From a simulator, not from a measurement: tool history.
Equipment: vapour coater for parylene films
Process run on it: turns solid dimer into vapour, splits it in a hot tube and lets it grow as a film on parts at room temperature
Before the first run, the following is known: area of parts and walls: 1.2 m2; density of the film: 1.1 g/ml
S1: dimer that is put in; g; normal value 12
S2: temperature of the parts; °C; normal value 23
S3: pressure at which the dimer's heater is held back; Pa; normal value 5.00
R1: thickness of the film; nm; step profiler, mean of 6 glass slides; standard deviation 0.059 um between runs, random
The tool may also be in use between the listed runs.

Run 1, hour 0.0: usual settings. Result: R1 6250 nm.
Run 2, hour 46.6: usual settings but S1 16 g. Result: R1 8060 nm.
Run 3, hour 87.5: usual settings but S1 16 g. Result: R1 8050 nm.
Run 4, hour 122.6: usual settings but S1 16 g, S3 4.86 Pa. Result: R1 8010 nm.
Run 5, hour 169.0: usual settings but S1 16 g, S3 4.86 Pa. Result: R1 7900 nm.
At hour 192.4: trap's valve overhauled.
Run 6, hour 222.9: usual settings but S1 13 g. Result: R1 7240 nm.
Run 7, hour 250.0: usual settings but S1 13 g. Result: R1 7280 nm.
Run 8, hour 295.0: usual settings but S3 2.70 Pa. Result: R1 6760 nm.
Run 9, hour 332.9: usual settings but S3 2.70 Pa. Result: R1 6590 nm.
Run 10, hour 380.7: usual settings but S3 2.70 Pa. Result: R1 6450 nm.
Run 11, hour 410.1: usual settings but S3 2.70 Pa. Result: R1 6440 nm.
Run 12, hour 448.1: usual settings. Result: R1 6090 nm.
Run 13, hour 474.9: usual settings. Result: R1 6010 nm.
Run 14, hour 499.9: usual settings but S3 10.04 Pa. Result: R1 5760 nm.
Run 15, hour 531.6: usual settings but S3 6.24 Pa. Result: R1 5830 nm.
Run 16, hour 555.3: usual settings but S3 6.24 Pa. Result: R1 5650 nm.
Run 17, hour 579.1: usual settings but S1 11 g. Result: R1 5340 nm.
Run 18, hour 604.6: usual settings but S3 6.72 Pa. Result: R1 5660 nm.
Run 19, hour 626.2: usual settings. Result: R1 5630 nm.
At hour 637.1: trap's valve overhauled.
Run 20, hour 676.4: usual settings but S2 32 °C. Result: R1 5300 nm.
Run 21, hour 712.7: usual settings. Result: R1 6460 nm.
Run 22, hour 762.8: usual settings. Result: R1 6460 nm.
At hour 802.9: table's thermometer calibrated.
Run 23, hour 809.6: usual settings. Result: R1 6450 nm.
Run 24, hour 857.8: usual settings. Result: R1 6350 nm.
Run 25, hour 885.6: usual settings but S1 11 g, S2 24 °C. Result: R1 5620 nm.
Run 26, hour 920.2: usual settings but S1 11 g, S2 30 °C. Result: R1 4780 nm.
Run 27, hour 960.2: usual settings but S1 9 g, S2 29 °C. Result: R1 4010 nm.
Run 28, hour 1000.1: usual settings but S1 9 g, S2 29 °C. Result: R1 3910 nm.
Run 29, hour 1023.8: usual settings but S1 9 g, S2 29 °C. Result: R1 3870 nm.
Run 30, hour 1066.1: usual settings but S1 11 g, S2 19 °C, S3 4.18 Pa. Result: R1 6040 nm.
At hour 1083.8: trap's valve overhauled.
Run 31, hour 1114.6: usual settings but S1 8 g, S2 32 °C, S3 2.79 Pa. Result: R1 3760 nm.
Run 32, hour 1157.5: usual settings but S1 20 g, S2 18 °C, S3 4.86 Pa. Result: R1 12730 nm.
Run 33, hour 1191.2: usual settings but S1 15 g, S2 25 °C, S3 3.42 Pa. Result: R1 7980 nm.
Run 34, hour 1227.5: usual settings but S1 11 g. Result: R1 5980 nm.
Run 35, hour 1247.7: usual settings but S1 11 g. Result: R1 6040 nm.
Run 36, hour 1285.6: usual settings but S2 32 °C. Result: R1 5120 nm.
Run 37, hour 1331.3: usual settings but S2 32 °C. Result: R1 4940 nm.
Run 38, hour 1381.3: usual settings but S1 22 g, S3 2.76 Pa. Result: R1 11440 nm.
Run 39, hour 1422.3: usual settings but S2 24 °C, S3 3.12 Pa. Result: R1 6160 nm.
Run 40, hour 1470.0: usual settings but S1 9 g, S2 26 °C, S3 2.49 Pa. Result: R1 4300 nm.
Run 41, hour 1514.4: usual settings but S1 18 g, S2 17 °C, S3 3.67 Pa. Result: R1 10310 nm.
At hour 1528.9: trap's valve overhauled.
Run 42, hour 1542.1: usual settings but S3 3.04 Pa. Result: R1 7020 nm.
Run 43, hour 1568.1: usual settings but S3 3.04 Pa. Result: R1 6850 nm.
Run 44, hour 1606.5: usual settings but S1 11 g, S2 16 °C, S3 3.81 Pa. Result: R1 7220 nm.

Run 45 is up next; what results do you expect?
Run 45, hour 1649.7: usual settings but S1 9 g. Result: R1 ?.

Run 45 produced R1 4850 nm.
If the tool had no hidden condition, the same run with the same run-to-run variation would have returned R1 5170 nm.

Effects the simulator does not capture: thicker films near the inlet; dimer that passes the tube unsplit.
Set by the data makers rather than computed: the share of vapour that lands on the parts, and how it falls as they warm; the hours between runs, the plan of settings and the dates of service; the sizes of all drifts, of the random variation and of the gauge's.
